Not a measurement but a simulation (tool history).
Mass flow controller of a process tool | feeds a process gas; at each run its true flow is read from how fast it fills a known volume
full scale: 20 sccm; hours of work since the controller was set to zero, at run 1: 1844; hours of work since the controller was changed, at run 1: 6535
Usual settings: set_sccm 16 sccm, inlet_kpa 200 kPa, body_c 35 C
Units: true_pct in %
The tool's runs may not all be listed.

| run | day | set_sccm | inlet_kpa | body_c | hours of work since the controller was set to zero | hours of work since the controller was changed | true_pct |
|---|---|---|---|---|---|---|---|
| 1 | 0 | 16 | 200 | 35 | 1844 | 6535 | 99.27 |
| 2 | 5.479 | 16 | 200 | 35 | 1941 | 6632 | 99.28 |
| 3 | 13.596 | 16 | 200 | 35 | 2084 | 6775 | 99.24 |
| 4 | 21.221 | 16 | 200 | 35 | 2218 | 6909 | 99.29 |
| 5 | 29.367 | 16 | 200 | 35 | 2362 | 7053 | 99.32 |
| 6 | 38.612 | 16 | 200 | 35 | 2525 | 7216 | 99.08 |
| 7 | 42.775 | 16 | 200 | 35 | 2598 | 7289 | 99.3 |
| 8 | 49.567 | 16 | 232 | 35 | 2718 | 7409 | 99.15 |
| 9 | 54.129 | 16 | 232 | 25 | 2798 | 7489 | 99.89 |
| 10 | 60.492 | 16 | 232 | 25 | 2910 | 7601 | 99.76 |
| 11 | 69.488 | 16 | 232 | 37 | 3069 | 7760 | 99.2 |
| 12 | 77.571 | 16 | 232 | 37 | 3211 | 7902 | 99.18 |
| 13 | 85.962 | 16 | 232 | 31 | 3359 | 8050 | 99.41 |
| 14 | 92.733 | 16 | 220 | 30 | 3478 | 8170 | 99.56 |
| 15 | 99.075 | 15 | 191 | 29 | 3590 | 8281 | 99.56 |
| 16 | 103.133 | 19 | 166 | 29 | 3662 | 8353 | 99.76 |
| 17 | 111.633 | 3 | 276 | 38 | 3811 | 8503 | 98.72 |
| 18 | 117.671 | 7 | 230 | 30 | 3918 | 8609 | 99.03 |
| 19 | 124.221 | 4 | 207 | 35 | 4033 | 8724 | 98.75 |
| 20 | 128.529 | 4 | 228 | 29 | 4109 | 8800 | 99.07 |
| 21 | 135.388 | 16 | 164 | 20 | 4230 | 8921 | 100.01 |
| 22 | 140.583 | 3 | 145 | 35 | 4321 | 9013 | 98.53 |
|  | 147.533 | controller's zero set anew |
| 23 | 148.321 | 10 | 200 | 35 | 14 | 9149 | 98.84 |

Forecast each of these 5 alternatives for the next run:
| A | 157.588 | 6 | 200 | 28 | 177 | 9312 | ? |
| B | 157.588 | 10 | 194 | 28 | 177 | 9312 | ? |
| C | 157.588 | 6 | 200 | 35 | 177 | 9312 | ? |
| D | 157.588 | 6 | 200 | 37 | 177 | 9312 | ? |
| E | 157.588 | 16 | 180 | 35 | 177 | 9312 | ? |

| run | true_pct |
|---|---|
| A | 99.11 |
| B | 99.17 |
| C | 98.77 |
| D | 98.69 |
| E | 99.21 |
Without the tool's hidden state the same runs would have given:
| run | true_pct |
|---|---|
| A | 99.1 |
| B | 99.16 |
| C | 98.76 |
| D | 98.67 |
| E | 99.19 |
